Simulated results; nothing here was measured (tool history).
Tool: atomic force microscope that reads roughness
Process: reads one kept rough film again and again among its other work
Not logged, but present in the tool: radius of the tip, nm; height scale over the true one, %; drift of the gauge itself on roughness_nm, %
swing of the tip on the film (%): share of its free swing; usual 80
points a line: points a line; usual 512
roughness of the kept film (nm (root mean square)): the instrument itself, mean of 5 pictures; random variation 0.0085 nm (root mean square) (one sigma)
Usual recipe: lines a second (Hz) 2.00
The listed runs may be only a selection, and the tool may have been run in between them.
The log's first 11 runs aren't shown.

| run | day | lines a second (Hz) | swing of the tip on the film (%) | points a line | pictures with this tip | hours of work since the height scale was calibrated | roughness of the kept film (nm (root mean square)) |
|---|---|---|---|---|---|---|---|
| 12 | 19.433 | 2.00 | 80 | 512 | 61 | 714 | 1.770 |
| 13 | 21.146 | 2.00 | 80 | 512 | 87 | 731 | 1.745 |
| 14 | 22.946 | 2.00 | 78 | 512 | 114 | 749 | 1.721 |
| 15 | 25.258 | 2.00 | 78 | 491 | 149 | 772 | 1.683 |
| 16 | 27.350 | 0.68 | 80 | 431 | 181 | 793 | 1.704 |
| 17 | 29.504 | 0.68 | 80 | 431 | 213 | 814 | 1.676 |
|  | 30.550 | new tip fitted |
| 18 | 31.471 | 2.10 | 68 | 431 | 14 | 833 | 1.890 |
| 19 | 33.350 | 2.10 | 68 | 431 | 43 | 852 | 1.848 |
| 20 | 35.133 | 2.10 | 68 | 431 | 70 | 870 | 1.821 |
| 21 | 37.350 | 2.10 | 68 | 431 | 103 | 892 | 1.789 |
| 22 | 39.804 | 0.64 | 60 | 891 | 140 | 916 | 1.797 |
| 23 | 41.983 | 2.45 | 59 | 403 | 173 | 938 | 1.724 |
| 24 | 43.062 | 2.45 | 76 | 617 | 189 | 948 | 1.662 |
| 25 | 44.392 | 0.66 | 56 | 512 | 209 | 961 | 1.720 |
|  | 45.667 | new tip fitted |
| 26 | 46.421 | 2.00 | 71 | 281 | 11 | 981 | 1.880 |
| 27 | 47.979 | 0.52 | 56 | 440 | 35 | 997 | 1.918 |
| 28 | 49.879 | 2.65 | 71 | 468 | 63 | 1016 | 1.792 |
| 29 | 51.375 | 2.00 | 80 | 530 | 86 | 1030 | 1.746 |
| 30 | 53.333 | 2.00 | 62 | 512 | 115 | 1050 | 1.783 |

3 options for the next run, each taken on its own from the tool as it stands now. Forecast them:
| A | 54.996 | 1.12 | 65 | 512 | 140 | 1066 | ? |
| B | 54.996 | 2.00 | 80 | 284 | 140 | 1066 | ? |
| C | 54.996 | 2.00 | 87 | 512 | 140 | 1066 | ? |

| run | roughness of the kept film (nm (root mean square)) |
|---|---|
| A | 1.771 |
| B | 1.680 |
| C | 1.651 |
Take away the tool's hidden state, keep each run's random variation, and the runs would have read:
| run | roughness of the kept film (nm (root mean square)) |
|---|---|
| A | 1.966 |
| B | 1.865 |
| C | 1.833 |
